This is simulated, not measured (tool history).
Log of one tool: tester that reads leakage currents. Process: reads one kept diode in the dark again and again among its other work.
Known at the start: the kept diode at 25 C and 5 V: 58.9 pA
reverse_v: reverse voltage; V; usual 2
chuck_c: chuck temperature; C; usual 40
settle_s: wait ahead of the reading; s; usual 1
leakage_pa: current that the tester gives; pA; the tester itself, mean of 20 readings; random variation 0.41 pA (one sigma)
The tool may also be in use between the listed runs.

{"run": 1, "hour": 0.0, "reverse_v": 2, "chuck_c": 40, "settle_s": 1, "leakage_pa": 134.46}
{"run": 2, "hour": 38.1, "reverse_v": 2, "chuck_c": 40, "settle_s": 1, "leakage_pa": 134.77}
{"run": 3, "hour": 64.8, "reverse_v": 12.64, "chuck_c": 40, "settle_s": 1, "leakage_pa": 384.81}
{"run": 4, "hour": 87.2, "reverse_v": 2, "chuck_c": 24, "settle_s": 1, "leakage_pa": 32.71}
{"run": 5, "hour": 125.3, "reverse_v": 2, "chuck_c": 24, "settle_s": 1, "leakage_pa": 32.88}
{"run": 6, "hour": 158.2, "reverse_v": 2, "chuck_c": 24, "settle_s": 1, "leakage_pa": 32.71}
{"run": 7, "hour": 186.3, "reverse_v": 2, "chuck_c": 24, "settle_s": 5.18, "leakage_pa": 32.3}
{"run": 8, "hour": 208.2, "reverse_v": 2, "chuck_c": 40, "settle_s": 1, "leakage_pa": 134.41}
{"run": 9, "hour": 246.9, "reverse_v": 10.87, "chuck_c": 40, "settle_s": 1.51, "leakage_pa": 351.91}
{"run": 10, "hour": 270.0, "reverse_v": 4.74, "chuck_c": 40, "settle_s": 1, "leakage_pa": 219.65}
{"run": 11, "hour": 290.5, "reverse_v": 1.58, "chuck_c": 40, "settle_s": 5.09, "leakage_pa": 117.21}
{"run": 12, "hour": 321.7, "reverse_v": 1.58, "chuck_c": 40, "settle_s": 5.09, "leakage_pa": 117.94}
{"run": 13, "hour": 363.0, "reverse_v": 5.29, "chuck_c": 25, "settle_s": 1.35, "leakage_pa": 62.23}
{"run": 14, "hour": 393.8, "reverse_v": 14.29, "chuck_c": 40, "settle_s": 1, "leakage_pa": 413.35}
{"run": 15, "hour": 417.3, "reverse_v": 14.29, "chuck_c": 22, "settle_s": 5.37, "leakage_pa": 81.98}

5 ways to go on from here, each from the tool as it stands after run 15. What would each give?
{"run": "A", "hour": 438.9, "reverse_v": 2.2, "chuck_c": 43, "settle_s": 0.35, "leakage_pa": "?"}
{"run": "B", "hour": 438.9, "reverse_v": 1.03, "chuck_c": 40, "settle_s": 9.34, "leakage_pa": "?"}
{"run": "C", "hour": 438.9, "reverse_v": 10.52, "chuck_c": 57, "settle_s": 0.48, "leakage_pa": "?"}
{"run": "D", "hour": 438.9, "reverse_v": 14.29, "chuck_c": 23, "settle_s": 5.37, "leakage_pa": "?"}
{"run": "E", "hour": 438.9, "reverse_v": 9.3, "chuck_c": 22, "settle_s": 6.6, "leakage_pa": "?"}

run=A leakage_pa=183.88
run=B leakage_pa=91.91
run=C leakage_pa=1356.87
run=D leakage_pa=89.98
run=E leakage_pa=63.86
Without the tool's hidden state the same runs would have given:
run=A leakage_pa=183.53
run=B leakage_pa=91.73
run=C leakage_pa=1354.55
run=D leakage_pa=89.7
run=E leakage_pa=63.66
